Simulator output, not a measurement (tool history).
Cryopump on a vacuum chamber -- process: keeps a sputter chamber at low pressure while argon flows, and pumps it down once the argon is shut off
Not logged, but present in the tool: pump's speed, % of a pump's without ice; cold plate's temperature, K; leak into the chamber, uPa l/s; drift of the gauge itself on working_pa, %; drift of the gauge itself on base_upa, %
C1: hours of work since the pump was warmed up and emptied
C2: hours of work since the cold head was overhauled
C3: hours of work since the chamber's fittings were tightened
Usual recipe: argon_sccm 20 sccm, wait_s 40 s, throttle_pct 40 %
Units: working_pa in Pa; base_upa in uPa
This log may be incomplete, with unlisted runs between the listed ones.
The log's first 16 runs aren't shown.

{"run": 17, "hour": 1418.2, "argon_sccm": 11, "wait_s": 121, "throttle_pct": 52, "C1": 193, "C2": 1867, "C3": 695, "working_pa": 0.02, "base_upa": 0.89}
{"run": 18, "hour": 1533.2, "argon_sccm": 11, "wait_s": 121, "throttle_pct": 52, "C1": 294, "C2": 1968, "C3": 796, "working_pa": 0.0218, "base_upa": 1.02}
{"hour": 1587.3, "done": "pump warmed up, emptied and cooled again"}
{"run": 19, "hour": 1626.8, "argon_sccm": 11, "wait_s": 121, "throttle_pct": 52, "C1": 35, "C2": 2046, "C3": 874, "working_pa": 0.0183, "base_upa": 0.86}
{"run": 20, "hour": 1735.1, "argon_sccm": 19, "wait_s": 70, "throttle_pct": 17, "C1": 130, "C2": 2141, "C3": 969, "working_pa": 0.0934, "base_upa": 1.07}
{"run": 21, "hour": 1856.0, "argon_sccm": 9, "wait_s": 27, "throttle_pct": 17, "C1": 236, "C2": 2247, "C3": 1075, "working_pa": 0.0449, "base_upa": 1.72}
{"run": 22, "hour": 1944.6, "argon_sccm": 9, "wait_s": 34, "throttle_pct": 33, "C1": 314, "C2": 2325, "C3": 1153, "working_pa": 0.0252, "base_upa": 1.7}
{"hour": 1978.9, "done": "pump warmed up, emptied and cooled again"}
{"run": 23, "hour": 2034.2, "argon_sccm": 36, "wait_s": 33, "throttle_pct": 40, "C1": 49, "C2": 2399, "C3": 1227, "working_pa": 0.0755, "base_upa": 1.48}
{"run": 24, "hour": 2107.4, "argon_sccm": 26, "wait_s": 65, "throttle_pct": 16, "C1": 113, "C2": 2464, "C3": 1291, "working_pa": 0.1351, "base_upa": 1.32}
{"run": 25, "hour": 2201.2, "argon_sccm": 24, "wait_s": 65, "throttle_pct": 16, "C1": 195, "C2": 2546, "C3": 1374, "working_pa": 0.1264, "base_upa": 1.44}
{"run": 26, "hour": 2310.4, "argon_sccm": 17, "wait_s": 42, "throttle_pct": 59, "C1": 291, "C2": 2642, "C3": 1469, "working_pa": 0.0287, "base_upa": 1.81}
{"hour": 2368.1, "done": "pump warmed up, emptied and cooled again"}
{"run": 27, "hour": 2409.0, "argon_sccm": 9, "wait_s": 42, "throttle_pct": 24, "C1": 36, "C2": 2724, "C3": 1552, "working_pa": 0.0308, "base_upa": 1.52}
{"run": 28, "hour": 2462.9, "argon_sccm": 9, "wait_s": 42, "throttle_pct": 24, "C1": 83, "C2": 2771, "C3": 1599, "working_pa": 0.0312, "base_upa": 1.62}
{"run": 29, "hour": 2531.0, "argon_sccm": 9, "wait_s": 42, "throttle_pct": 24, "C1": 143, "C2": 2831, "C3": 1659, "working_pa": 0.0317, "base_upa": 1.69}
{"run": 30, "hour": 2656.8, "argon_sccm": 9, "wait_s": 178, "throttle_pct": 58, "C1": 253, "C2": 2942, "C3": 1769, "working_pa": 0.0142, "base_upa": 1.61}
{"hour": 2758.2, "done": "pump warmed up, emptied and cooled again"}
{"run": 31, "hour": 2790.3, "argon_sccm": 20, "wait_s": 58, "throttle_pct": 31, "C1": 28, "C2": 3054, "C3": 1882, "working_pa": 0.0533, "base_upa": 1.58}

Forecast each of these 4 alternatives for the next run:
{"run": "A", "hour": 2902.5, "argon_sccm": 20, "wait_s": 207, "throttle_pct": 40, "C1": 127, "C2": 3153, "C3": 1980, "working_pa": "?", "base_upa": "?"}
{"run": "B", "hour": 2902.5, "argon_sccm": 20, "wait_s": 24, "throttle_pct": 34, "C1": 127, "C2": 3153, "C3": 1980, "working_pa": "?", "base_upa": "?"}
{"run": "C", "hour": 2902.5, "argon_sccm": 21, "wait_s": 58, "throttle_pct": 33, "C1": 127, "C2": 3153, "C3": 1980, "working_pa": "?", "base_upa": "?"}
{"run": "D", "hour": 2902.5, "argon_sccm": 11, "wait_s": 264, "throttle_pct": 31, "C1": 127, "C2": 3153, "C3": 1980, "working_pa": "?", "base_upa": "?"}

run=A working_pa=0.0439 base_upa=1.56
run=B working_pa=0.0500 base_upa=2.21
run=C working_pa=0.0538 base_upa=1.88
run=D working_pa=0.0304 base_upa=1.57
With the hidden condition removed and each run's random variation left untouched, the same runs would have given:
run=A working_pa=0.0413 base_upa=0.27
run=B working_pa=0.0475 base_upa=0.93
run=C working_pa=0.0511 base_upa=0.54
run=D working_pa=0.0290 base_upa=0.24
